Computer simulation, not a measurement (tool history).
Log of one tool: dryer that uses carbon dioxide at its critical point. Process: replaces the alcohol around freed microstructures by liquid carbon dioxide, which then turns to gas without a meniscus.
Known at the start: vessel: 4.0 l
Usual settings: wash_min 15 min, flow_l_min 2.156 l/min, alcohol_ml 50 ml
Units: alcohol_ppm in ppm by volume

{"run": 1, "hour": 0.0, "wash_min": 15, "flow_l_min": 2.156, "alcohol_ml": 50, "alcohol_ppm": 26}
{"run": 2, "hour": 4.2, "wash_min": 15, "flow_l_min": 2.59, "alcohol_ml": 50, "alcohol_ppm": 16}
{"run": 3, "hour": 8.9, "wash_min": 15, "flow_l_min": 2.156, "alcohol_ml": 50, "alcohol_ppm": 29}
{"run": 4, "hour": 15.8, "wash_min": 15, "flow_l_min": 2.156, "alcohol_ml": 50, "alcohol_ppm": 26}
{"run": 5, "hour": 21.8, "wash_min": 15, "flow_l_min": 2.156, "alcohol_ml": 50, "alcohol_ppm": 28}
{"run": 6, "hour": 30.1, "wash_min": 15, "flow_l_min": 2.156, "alcohol_ml": 50, "alcohol_ppm": 30}
{"run": 7, "hour": 38.3, "wash_min": 15, "flow_l_min": 2.156, "alcohol_ml": 50, "alcohol_ppm": 31}
{"run": 8, "hour": 47.5, "wash_min": 15, "flow_l_min": 2.156, "alcohol_ml": 50, "alcohol_ppm": 30}
{"run": 9, "hour": 56.6, "wash_min": 24, "flow_l_min": 2.156, "alcohol_ml": 50, "alcohol_ppm": 34}
{"run": 10, "hour": 64.6, "wash_min": 15, "flow_l_min": 3.16, "alcohol_ml": 22, "alcohol_ppm": 23}
{"run": 11, "hour": 71.8, "wash_min": 11, "flow_l_min": 2.17, "alcohol_ml": 70, "alcohol_ppm": 103}
{"run": 12, "hour": 76.7, "wash_min": 11, "flow_l_min": 2.17, "alcohol_ml": 103, "alcohol_ppm": 140}
{"run": 13, "hour": 81.4, "wash_min": 11, "flow_l_min": 1.51, "alcohol_ml": 90, "alcohol_ppm": 537}
{"run": 14, "hour": 89.5, "wash_min": 10, "flow_l_min": 1.51, "alcohol_ml": 90, "alcohol_ppm": 760}
{"run": 15, "hour": 94.8, "wash_min": 10, "flow_l_min": 1.93, "alcohol_ml": 75, "alcohol_ppm": 279}
{"run": 16, "hour": 98.6, "wash_min": 12, "flow_l_min": 2.36, "alcohol_ml": 37, "alcohol_ppm": 49}

5 ways to go on from here, each from the tool as it stands after run 16. What would each give?
{"run": "A", "hour": 107.6, "wash_min": 9, "flow_l_min": 1.54, "alcohol_ml": 63, "alcohol_ppm": "?"}
{"run": "B", "hour": 107.6, "wash_min": 11, "flow_l_min": 2.36, "alcohol_ml": 37, "alcohol_ppm": "?"}
{"run": "C", "hour": 107.6, "wash_min": 15, "flow_l_min": 2.156, "alcohol_ml": 34, "alcohol_ppm": "?"}
{"run": "D", "hour": 107.6, "wash_min": 16, "flow_l_min": 2.156, "alcohol_ml": 50, "alcohol_ppm": "?"}
{"run": "E", "hour": 107.6, "wash_min": 12, "flow_l_min": 2.5, "alcohol_ml": 50, "alcohol_ppm": "?"}

run=A alcohol_ppm=738
run=B alcohol_ppm=62
run=C alcohol_ppm=39
run=D alcohol_ppm=35
run=E alcohol_ppm=38
Without the tool's hidden state the same runs would have given:
run=A alcohol_ppm=572
run=B alcohol_ppm=27
run=C alcohol_ppm=11
run=D alcohol_ppm=7
run=E alcohol_ppm=6
